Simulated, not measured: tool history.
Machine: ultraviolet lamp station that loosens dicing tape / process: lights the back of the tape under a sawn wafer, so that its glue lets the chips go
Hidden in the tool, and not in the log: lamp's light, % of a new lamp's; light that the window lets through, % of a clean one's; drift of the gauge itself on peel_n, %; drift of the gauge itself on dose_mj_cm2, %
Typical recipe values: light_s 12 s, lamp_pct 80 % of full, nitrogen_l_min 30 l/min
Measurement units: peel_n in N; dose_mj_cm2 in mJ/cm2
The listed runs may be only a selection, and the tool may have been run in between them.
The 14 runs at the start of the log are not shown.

run	hour	light_s	lamp_pct	nitrogen_l_min	hours of work of the lamp	hours of work since the window was cleaned	peel_n	dose_mj_cm2
# hour 121.3: window cleaned of glue's vapour
15	125.5	12	80	30	381	3	0.384	249
16	135.3	10	80	30	387	9	0.533	208
17	148.1	10	80	30	395	17	0.529	201
18	157	12	80	40	400	22	0.352	242
19	164.8	12	80	40	405	27	0.343	242
20	173	12	80	40	410	32	0.348	241
21	179.4	17	80	40	414	36	0.251	340
22	186.6	8	64	40	419	40	0.99	129
23	196.8	18	80	18	425	47	0.321	361

Estimate the outcome of run 24 from the log above:
24	207	7	80	29	431	53	?	?

Run 24 yielded peel_n 1.043 N, dose_mj_cm2 139 mJ/cm2.
On a tool with no hidden condition, and with the same random variation, this run would have come out at peel_n 0.723 N, dose_mj_cm2 174 mJ/cm2.
